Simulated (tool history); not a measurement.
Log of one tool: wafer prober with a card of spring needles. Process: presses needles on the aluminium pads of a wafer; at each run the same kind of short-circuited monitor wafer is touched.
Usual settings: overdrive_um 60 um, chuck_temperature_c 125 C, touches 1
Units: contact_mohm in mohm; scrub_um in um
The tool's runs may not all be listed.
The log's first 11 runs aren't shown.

| run | hour | overdrive_um | chuck_temperature_c | touches | contact_mohm | scrub_um |
|---|---|---|---|---|---|---|
|  | 471.9 | tips cleaned on abrasive film |
|  | 493.7 | tips cleaned on abrasive film |
|  | 515.7 | tips cleaned on abrasive film |
| 12 | 522.3 | 60 | 125 | 1 | 208 | 16.73 |
|  | 538.6 | tips cleaned on abrasive film |
| 13 | 553.6 | 60 | 125 | 1 | 223 | 16.66 |
|  | 558.6 | tips cleaned on abrasive film |
|  | 579.8 | tips cleaned on abrasive film |
| 14 | 597.7 | 60 | 125 | 1 | 227 | 16.59 |
|  | 602.8 | tips cleaned on abrasive film |
|  | 625.5 | tips cleaned on abrasive film |
|  | 649.5 | tips cleaned on abrasive film |
| 15 | 652.5 | 60 | 125 | 1 | 201 | 16.50 |
|  | 672.1 | tips cleaned on abrasive film |
| 16 | 689.1 | 60 | 37 | 2 | 199 | 16.47 |
|  | 696.3 | tips cleaned on abrasive film |
|  | 716.3 | tips cleaned on abrasive film |
| 17 | 732.6 | 60 | 37 | 2 | 196 | 16.45 |
|  | 736.5 | tips cleaned on abrasive film |
|  | 759.3 | tips cleaned on abrasive film |
|  | 780.1 | tips cleaned on abrasive film |
| 18 | 799.1 | 60 | 101 | 2 | 206 | 16.35 |
|  | 802.7 | tips cleaned on abrasive film |
|  | 825.6 | tips cleaned on abrasive film |
| 19 | 826.6 | 70 | 67 | 2 | 182 | 18.98 |
|  | 847.7 | tips cleaned on abrasive film |
| 20 | 862.6 | 70 | 67 | 2 | 192 | 19.12 |
|  | 871.1 | tips cleaned on abrasive film |
|  | 892.2 | tips cleaned on abrasive film |
| 21 | 900.3 | 60 | 34 | 1 | 202 | 16.23 |
|  | 915.0 | tips cleaned on abrasive film |
|  | 937.0 | tips cleaned on abrasive film |
|  | 959.0 | tips cleaned on abrasive film |
| 22 | 960.0 | 60 | 34 | 1 | 180 | 16.15 |
|  | 983.3 | tips cleaned on abrasive film |
|  | 1005.2 | tips cleaned on abrasive film |
|  | 1010.2 | height of the first contact set anew |
| 23 | 1022.3 | 60 | 34 | 1 | 213 | 16.74 |
|  | 1026.9 | tips cleaned on abrasive film |
|  | 1051.4 | tips cleaned on abrasive film |
| 24 | 1057.3 | 60 | 34 | 1 | 195 | 16.71 |
|  | 1076.2 | tips cleaned on abrasive film |
|  | 1098.0 | tips cleaned on abrasive film |
| 25 | 1113.3 | 74 | 32 | 2 | 186 | 20.61 |
|  | 1122.3 | tips cleaned on abrasive film |
|  | 1142.7 | tips cleaned on abrasive film |
| 26 | 1142.7 | 74 | 32 | 2 | 170 | 20.60 |
|  | 1163.2 | tips cleaned on abrasive film |
| 27 | 1171.7 | 60 | 49 | 1 | 209 | 16.60 |
|  | 1186.6 | tips cleaned on abrasive film |
|  | 1206.9 | tips cleaned on abrasive film |
| 28 | 1211.0 | 44 | 125 | 3 | 214 | 12.03 |
|  | 1229.8 | tips cleaned on abrasive film |
|  | 1252.2 | tips cleaned on abrasive film |
|  | 1274.0 | tips cleaned on abrasive film |
| 29 | 1278.7 | 57 | 86 | 1 | 202 | 15.68 |
|  | 1297.3 | tips cleaned on abrasive film |
|  | 1319.4 | tips cleaned on abrasive film |
| 30 | 1331.2 | 57 | 54 | 1 | 218 | 15.58 |

3 ways to go on from here, each from the tool as it stands after run 30. What would each give?
|  | 1339.7 | tips cleaned on abrasive film |
|  | 1360.3 | tips cleaned on abrasive film |
| A | 1364.4 | 78 | 37 | 2 | ? | ? |
|  | 1339.7 | tips cleaned on abrasive film |
|  | 1360.3 | tips cleaned on abrasive film |
| B | 1364.4 | 67 | 125 | 1 | ? | ? |
|  | 1339.7 | tips cleaned on abrasive film |
|  | 1360.3 | tips cleaned on abrasive film |
| C | 1364.4 | 76 | 54 | 2 | ? | ? |

| run | contact_mohm | scrub_um |
|---|---|---|
| A | 176 | 21.46 |
| B | 204 | 18.28 |
| C | 181 | 20.90 |
Without the tool's hidden state the same runs would have given:
| run | contact_mohm | scrub_um |
|---|---|---|
| A | 167 | 21.86 |
| B | 187 | 18.67 |
| C | 171 | 21.30 |
